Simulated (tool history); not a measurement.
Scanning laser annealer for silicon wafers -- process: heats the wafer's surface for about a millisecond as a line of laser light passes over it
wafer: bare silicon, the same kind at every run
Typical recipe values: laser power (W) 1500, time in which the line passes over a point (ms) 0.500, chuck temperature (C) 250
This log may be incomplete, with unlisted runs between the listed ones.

run	hour	laser power (W)	time in which the line passes over a point (ms)	chuck temperature (C)	highest temperature of the surface (C)
1	0.0	1500	0.500	250	1024
2	25.9	1500	0.457	250	995
3	46.4	1500	0.500	250	1027
4	68.1	1500	0.500	250	1022
5	85.3	1500	0.500	250	1023
6	102.7	1500	0.500	250	1026
7	131.9	1500	0.500	250	1020
8	147.7	1500	0.500	250	1024
9	170.7	1525	0.500	250	1038
10	198.4	1525	0.500	250	1036
11	234.9	1525	0.500	228	1011
12	268.6	1582	0.382	229	946
13	300.3	1461	0.462	250	981
14	333.2	1536	0.387	264	966
# hour 356.0: optics aligned, line set to its width
15	367.3	1536	0.387	264	982
16	404.5	1585	0.492	224	1047
17	427.0	1510	0.499	253	1045
18	451.8	1500	0.487	250	1026
19	473.5	1500	0.487	250	1028
20	490.7	1404	0.580	221	1011

Branching from run 20: 5 alternative next runs. What would each branch give?
A	509.1	1540	0.580	269	?
B	509.1	1500	0.413	250	?
C	509.1	1404	0.584	225	?
D	509.1	1611	0.358	262	?
E	509.1	1404	0.580	272	?

run	highest temperature of the surface (C)
A	1130
B	971
C	1018
D	981
E	1059
Without the tool's unlogged condition, the same runs would have read:
run	highest temperature of the surface (C)
A	1154
B	991
C	1040
D	1001
E	1082
